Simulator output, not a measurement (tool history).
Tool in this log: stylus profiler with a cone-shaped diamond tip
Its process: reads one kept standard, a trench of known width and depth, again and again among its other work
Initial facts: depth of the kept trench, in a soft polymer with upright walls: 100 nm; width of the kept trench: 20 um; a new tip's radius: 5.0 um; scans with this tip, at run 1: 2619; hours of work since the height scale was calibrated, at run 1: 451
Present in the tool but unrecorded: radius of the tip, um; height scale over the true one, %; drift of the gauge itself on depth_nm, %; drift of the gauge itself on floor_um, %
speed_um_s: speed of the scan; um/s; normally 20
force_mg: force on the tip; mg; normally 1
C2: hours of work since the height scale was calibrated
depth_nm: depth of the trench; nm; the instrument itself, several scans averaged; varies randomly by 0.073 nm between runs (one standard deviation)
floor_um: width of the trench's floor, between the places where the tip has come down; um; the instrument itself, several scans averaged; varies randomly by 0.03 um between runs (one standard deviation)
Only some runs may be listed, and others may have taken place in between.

run 1 hour=0 | speed_um_s=20 force_mg=1 | scans_with_this_tip=2619 C2=451 | depth_nm=100.21 floor_um=17.68
run 2 hour=13.3 | speed_um_s=20 force_mg=1 | scans_with_this_tip=2667 C2=459 | depth_nm=100.3 floor_um=17.77
run 3 hour=21.5 | speed_um_s=20 force_mg=1 | scans_with_this_tip=2697 C2=464 | depth_nm=100.22 floor_um=17.7
run 4 hour=32 | speed_um_s=20 force_mg=1.31 | scans_with_this_tip=2735 C2=471 | depth_nm=100.11 floor_um=17.72
run 5 hour=50 | speed_um_s=20 force_mg=1.31 | scans_with_this_tip=2800 C2=482 | depth_nm=100.13 floor_um=17.69
run 6 hour=60.9 | speed_um_s=20 force_mg=1 | scans_with_this_tip=2839 C2=489 | depth_nm=100.11 floor_um=17.72
run 7 hour=78.9 | speed_um_s=20 force_mg=1 | scans_with_this_tip=2904 C2=500 | depth_nm=100.04 floor_um=17.64
run 8 hour=89.1 | speed_um_s=20 force_mg=1 | scans_with_this_tip=2940 C2=506 | depth_nm=100.2 floor_um=17.71
run 9 hour=100.8 | speed_um_s=6 force_mg=1.13 | scans_with_this_tip=2983 C2=514 | depth_nm=100.12 floor_um=17.8
run 10 hour=117.9 | speed_um_s=80 force_mg=0.67 | scans_with_this_tip=3044 C2=524 | depth_nm=100.16 floor_um=17.08
run 11 hour=126.6 | speed_um_s=25 force_mg=1.34 | scans_with_this_tip=3076 C2=530 | depth_nm=100.17 floor_um=17.71
run 12 hour=136.3 | speed_um_s=8 force_mg=1.45 | scans_with_this_tip=3111 C2=536 | depth_nm=100.25 floor_um=17.79
run 13 hour=145.1 | speed_um_s=8 force_mg=1 | scans_with_this_tip=3142 C2=541 | depth_nm=100.11 floor_um=17.77
run 14 hour=155.7 | speed_um_s=8 force_mg=1 | scans_with_this_tip=3181 C2=548 | depth_nm=100.1 floor_um=17.8

Predict each of these 5 candidate next runs independently; none follows another, all start after run 14:
run A hour=172.8 | speed_um_s=10 force_mg=2.87 | scans_with_this_tip=3242 C2=558 | depth_nm=? floor_um=?
run B hour=172.8 | speed_um_s=49 force_mg=0.8 | scans_with_this_tip=3242 C2=558 | depth_nm=? floor_um=?
run C hour=172.8 | speed_um_s=63 force_mg=0.51 | scans_with_this_tip=3242 C2=558 | depth_nm=? floor_um=?
run D hour=172.8 | speed_um_s=22 force_mg=2.08 | scans_with_this_tip=3242 C2=558 | depth_nm=? floor_um=?
run E hour=172.8 | speed_um_s=34 force_mg=1 | scans_with_this_tip=3242 C2=558 | depth_nm=? floor_um=?

run=A depth_nm=100.45 floor_um=17.83
run=B depth_nm=100.01 floor_um=17.42
run=C depth_nm=99.98 floor_um=17.17
run=D depth_nm=100.34 floor_um=17.71
run=E depth_nm=100.02 floor_um=17.57
What these runs would have given with no unlogged condition in the tool:
run=A depth_nm=100.72 floor_um=18
run=B depth_nm=100.28 floor_um=17.59
run=C depth_nm=100.25 floor_um=17.34
run=D depth_nm=100.61 floor_um=17.89
run=E depth_nm=100.29 floor_um=17.74
